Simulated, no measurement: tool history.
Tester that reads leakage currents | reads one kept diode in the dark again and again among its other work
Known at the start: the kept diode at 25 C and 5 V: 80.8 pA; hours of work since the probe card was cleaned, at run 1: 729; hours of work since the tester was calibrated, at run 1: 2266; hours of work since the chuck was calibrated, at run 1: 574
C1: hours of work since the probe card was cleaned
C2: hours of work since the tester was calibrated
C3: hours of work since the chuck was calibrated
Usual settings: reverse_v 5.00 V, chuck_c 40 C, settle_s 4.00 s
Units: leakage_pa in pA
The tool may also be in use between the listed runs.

{"run": 1, "hour": 0.0, "reverse_v": 5.0, "chuck_c": 40, "settle_s": 4.0, "C1": 729, "C2": 2266, "C3": 574, "leakage_pa": 271.67}
{"run": 2, "hour": 101.0, "reverse_v": 5.0, "chuck_c": 22, "settle_s": 4.0, "C1": 808, "C2": 2346, "C3": 653, "leakage_pa": 58.02}
{"run": 3, "hour": 160.0, "reverse_v": 5.0, "chuck_c": 40, "settle_s": 4.0, "C1": 855, "C2": 2392, "C3": 700, "leakage_pa": 266.67}
{"run": 4, "hour": 241.8, "reverse_v": 5.0, "chuck_c": 40, "settle_s": 4.0, "C1": 919, "C2": 2457, "C3": 764, "leakage_pa": 262.97}
{"hour": 259.7, "done": "chuck's temperature calibrated"}
{"run": 5, "hour": 318.2, "reverse_v": 5.0, "chuck_c": 40, "settle_s": 2.01, "C1": 978, "C2": 2515, "C3": 46, "leakage_pa": 299.96}
{"run": 6, "hour": 416.6, "reverse_v": 5.0, "chuck_c": 40, "settle_s": 2.01, "C1": 1055, "C2": 2593, "C3": 124, "leakage_pa": 297.67}
{"run": 7, "hour": 499.4, "reverse_v": 5.0, "chuck_c": 40, "settle_s": 2.01, "C1": 1121, "C2": 2658, "C3": 189, "leakage_pa": 293.06}
{"run": 8, "hour": 548.9, "reverse_v": 5.0, "chuck_c": 40, "settle_s": 4.0, "C1": 1160, "C2": 2697, "C3": 228, "leakage_pa": 291.18}
{"run": 9, "hour": 601.2, "reverse_v": 12.42, "chuck_c": 40, "settle_s": 4.0, "C1": 1201, "C2": 2738, "C3": 269, "leakage_pa": 435.35}
{"run": 10, "hour": 650.7, "reverse_v": 12.42, "chuck_c": 40, "settle_s": 4.0, "C1": 1240, "C2": 2777, "C3": 308, "leakage_pa": 431.39}
{"run": 11, "hour": 727.7, "reverse_v": 10.58, "chuck_c": 40, "settle_s": 4.0, "C1": 1301, "C2": 2838, "C3": 369, "leakage_pa": 399.55}
{"run": 12, "hour": 809.6, "reverse_v": 10.58, "chuck_c": 40, "settle_s": 4.0, "C1": 1365, "C2": 2903, "C3": 433, "leakage_pa": 395.42}
{"run": 13, "hour": 906.4, "reverse_v": 5.0, "chuck_c": 51, "settle_s": 4.0, "C1": 1441, "C2": 2979, "C3": 510, "leakage_pa": 666.24}
{"run": 14, "hour": 980.7, "reverse_v": 5.0, "chuck_c": 51, "settle_s": 0.37, "C1": 1500, "C2": 3037, "C3": 568, "leakage_pa": 661.06}
{"run": 15, "hour": 1036.2, "reverse_v": 5.0, "chuck_c": 51, "settle_s": 0.37, "C1": 1544, "C2": 3081, "C3": 612, "leakage_pa": 658.36}
{"run": 16, "hour": 1138.2, "reverse_v": 5.0, "chuck_c": 51, "settle_s": 0.37, "C1": 1624, "C2": 3162, "C3": 692, "leakage_pa": 648.15}
{"run": 17, "hour": 1220.3, "reverse_v": 5.0, "chuck_c": 51, "settle_s": 0.37, "C1": 1689, "C2": 3226, "C3": 757, "leakage_pa": 645.14}
{"hour": 1249.5, "done": "chuck's temperature calibrated"}
{"hour": 1295.1, "done": "probe card cleaned and baked"}
{"run": 18, "hour": 1325.5, "reverse_v": 5.0, "chuck_c": 51, "settle_s": 0.37, "C1": 24, "C2": 3305, "C3": 58, "leakage_pa": 717.52}
{"run": 19, "hour": 1421.2, "reverse_v": 5.0, "chuck_c": 51, "settle_s": 0.37, "C1": 99, "C2": 3381, "C3": 133, "leakage_pa": 712.4}
{"run": 20, "hour": 1482.2, "reverse_v": 5.0, "chuck_c": 30, "settle_s": 4.0, "C1": 147, "C2": 3429, "C3": 181, "leakage_pa": 126.43}
{"run": 21, "hour": 1527.2, "reverse_v": 5.0, "chuck_c": 40, "settle_s": 2.46, "C1": 183, "C2": 3464, "C3": 216, "leakage_pa": 292.86}
{"hour": 1535.0, "done": "tester calibrated"}
{"run": 22, "hour": 1584.7, "reverse_v": 5.0, "chuck_c": 40, "settle_s": 2.46, "C1": 227, "C2": 39, "C3": 260, "leakage_pa": 293.23}
{"run": 23, "hour": 1673.5, "reverse_v": 5.0, "chuck_c": 40, "settle_s": 2.46, "C1": 297, "C2": 109, "C3": 330, "leakage_pa": 289.16}
{"run": 24, "hour": 1765.3, "reverse_v": 5.0, "chuck_c": 40, "settle_s": 2.46, "C1": 369, "C2": 182, "C3": 403, "leakage_pa": 286.5}
{"run": 25, "hour": 1834.2, "reverse_v": 4.89, "chuck_c": 40, "settle_s": 4.0, "C1": 423, "C2": 236, "C3": 457, "leakage_pa": 282.08}
{"run": 26, "hour": 1937.1, "reverse_v": 4.89, "chuck_c": 40, "settle_s": 4.0, "C1": 504, "C2": 317, "C3": 538, "leakage_pa": 278.92}
{"run": 27, "hour": 2023.8, "reverse_v": 8.43, "chuck_c": 40, "settle_s": 2.84, "C1": 573, "C2": 385, "C3": 606, "leakage_pa": 348.66}
{"run": 28, "hour": 2121.6, "reverse_v": 8.43, "chuck_c": 40, "settle_s": 2.84, "C1": 650, "C2": 462, "C3": 683, "leakage_pa": 344.58}
{"hour": 2183.3, "done": "tester calibrated, once more"}
{"run": 29, "hour": 2192.4, "reverse_v": 8.43, "chuck_c": 40, "settle_s": 2.84, "C1": 704, "C2": 7, "C3": 738, "leakage_pa": 336.45}
{"hour": 2238.9, "done": "chuck's temperature calibrated"}
{"run": 30, "hour": 2268.0, "reverse_v": 18.07, "chuck_c": 40, "settle_s": 4.0, "C1": 762, "C2": 65, "C3": 23, "leakage_pa": 523.06}
{"run": 31, "hour": 2335.5, "reverse_v": 18.07, "chuck_c": 40, "settle_s": 4.0, "C1": 815, "C2": 118, "C3": 76, "leakage_pa": 522.52}
{"run": 32, "hour": 2395.7, "reverse_v": 5.0, "chuck_c": 40, "settle_s": 0.95, "C1": 863, "C2": 166, "C3": 124, "leakage_pa": 293.75}
{"run": 33, "hour": 2452.8, "reverse_v": 9.88, "chuck_c": 39, "settle_s": 2.02, "C1": 908, "C2": 211, "C3": 169, "leakage_pa": 363.2}
{"run": 34, "hour": 2499.0, "reverse_v": 8.35, "chuck_c": 38, "settle_s": 2.02, "C1": 944, "C2": 247, "C3": 205, "leakage_pa": 309.87}
{"run": 35, "hour": 2573.0, "reverse_v": 1.63, "chuck_c": 40, "settle_s": 4.0, "C1": 1002, "C2": 306, "C3": 263, "leakage_pa": 177.52}
{"run": 36, "hour": 2657.8, "reverse_v": 1.63, "chuck_c": 40, "settle_s": 4.0, "C1": 1069, "C2": 372, "C3": 330, "leakage_pa": 175.36}
{"run": 37, "hour": 2742.8, "reverse_v": 1.63, "chuck_c": 35, "settle_s": 6.79, "C1": 1136, "C2": 439, "C3": 397, "leakage_pa": 114.91}
{"run": 38, "hour": 2818.0, "reverse_v": 1.51, "chuck_c": 27, "settle_s": 4.35, "C1": 1195, "C2": 499, "C3": 456, "leakage_pa": 55.27}
{"run": 39, "hour": 2876.8, "reverse_v": 8.59, "chuck_c": 33, "settle_s": 1.1, "C1": 1242, "C2": 545, "C3": 503, "leakage_pa": 200.02}

3 ways to go on from here, each from the tool as it stands after run 39. What would each give?
{"run": "A", "hour": 2950.3, "reverse_v": 5.0, "chuck_c": 46, "settle_s": 1.09, "C1": 1300, "C2": 603, "C3": 561, "leakage_pa": "?"}
{"run": "B", "hour": 2950.3, "reverse_v": 1.19, "chuck_c": 33, "settle_s": 1.1, "C1": 1300, "C2": 603, "C3": 561, "leakage_pa": "?"}
{"run": "C", "hour": 2950.3, "reverse_v": 7.48, "chuck_c": 28, "settle_s": 1.34, "C1": 1300, "C2": 603, "C3": 561, "leakage_pa": "?"}

run=A leakage_pa=444.73
run=B leakage_pa=82.37
run=C leakage_pa=123.61
Without the tool's hidden state the same runs would have given:
run=A leakage_pa=477.66
run=B leakage_pa=88.81
run=C leakage_pa=126.24
